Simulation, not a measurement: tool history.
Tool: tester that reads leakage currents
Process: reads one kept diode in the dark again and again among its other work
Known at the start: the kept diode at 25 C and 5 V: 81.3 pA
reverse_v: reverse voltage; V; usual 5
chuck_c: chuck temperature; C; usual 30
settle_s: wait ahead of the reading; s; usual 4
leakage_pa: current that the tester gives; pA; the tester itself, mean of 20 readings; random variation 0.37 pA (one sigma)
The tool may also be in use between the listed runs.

run 1 hour=0 | reverse_v=5 chuck_c=30 settle_s=4 | leakage_pa=123.85
run 2 hour=119.1 | reverse_v=5 chuck_c=30 settle_s=4 | leakage_pa=124.95
run 3 hour=168.2 | reverse_v=5 chuck_c=30 settle_s=4 | leakage_pa=125.61
run 4 hour=267.4 | reverse_v=5 chuck_c=30 settle_s=4 | leakage_pa=126.23
run 5 hour=363.1 | reverse_v=5 chuck_c=30 settle_s=4 | leakage_pa=125.99
run 6 hour=438.3 | reverse_v=5 chuck_c=30 settle_s=4 | leakage_pa=126.18
run 7 hour=531.4 | reverse_v=5 chuck_c=30 settle_s=4 | leakage_pa=127.1
run 8 hour=614.1 | reverse_v=5 chuck_c=30 settle_s=4 | leakage_pa=127.44
run 9 hour=684.5 | reverse_v=5 chuck_c=30 settle_s=4 | leakage_pa=128.36
run 10 hour=793.7 | reverse_v=5 chuck_c=30 settle_s=4 | leakage_pa=128.56
run 11 hour=890.7 | reverse_v=5 chuck_c=30 settle_s=7.25 | leakage_pa=128.9
run 12 hour=959.4 | reverse_v=5 chuck_c=30 settle_s=7.25 | leakage_pa=129.21
run 13 hour=1051.7 | reverse_v=5 chuck_c=30 settle_s=0.37 | leakage_pa=135.15
run 14 hour=1121.7 | reverse_v=5 chuck_c=36 settle_s=0.9 | leakage_pa=206.31
run 15 hour=1215.4 | reverse_v=6.79 chuck_c=36 settle_s=1.33 | leakage_pa=237.75
run 16 hour=1278.5 | reverse_v=6.79 chuck_c=36 settle_s=1.33 | leakage_pa=238.8
-- hour=1289.6 probe card cleaned and baked
-- hour=1321.8 chuck's temperature calibrated
run 17 hour=1390.8 | reverse_v=6.79 chuck_c=42 settle_s=6.39 | leakage_pa=359.15
run 18 hour=1476.3 | reverse_v=6.79 chuck_c=42 settle_s=6.39 | leakage_pa=359.83
run 19 hour=1586.1 | reverse_v=6.79 chuck_c=27 settle_s=7.65 | leakage_pa=120.91
-- hour=1675.3 probe card cleaned and baked, once more
run 20 hour=1681.4 | reverse_v=6.79 chuck_c=27 settle_s=7.65 | leakage_pa=111.13
run 21 hour=1777.5 | reverse_v=6.79 chuck_c=27 settle_s=1.58 | leakage_pa=113.43
run 22 hour=1890.3 | reverse_v=6.96 chuck_c=30 settle_s=0.73 | leakage_pa=147.51
run 23 hour=1969 | reverse_v=6.96 chuck_c=30 settle_s=0.73 | leakage_pa=148.07
run 24 hour=2027 | reverse_v=5 chuck_c=30 settle_s=5.34 | leakage_pa=124.54

4 ways to go on from here, each from the tool as it stands after run 24. What would each give?
run A hour=2134.7 | reverse_v=5 chuck_c=30 settle_s=0.62 | leakage_pa=?
run B hour=2134.7 | reverse_v=5 chuck_c=22 settle_s=2.71 | leakage_pa=?
run C hour=2134.7 | reverse_v=10.3 chuck_c=27 settle_s=5.34 | leakage_pa=?
run D hour=2134.7 | reverse_v=2.21 chuck_c=46 settle_s=5.34 | leakage_pa=?

run=A leakage_pa=129.37
run=B leakage_pa=67.01
run=C leakage_pa=139.5
run=D leakage_pa=288.02
Without the tool's hidden state the same runs would have given:
run=A leakage_pa=125.72
run=B leakage_pa=64.37
run=C leakage_pa=134.1
run=D leakage_pa=282.84
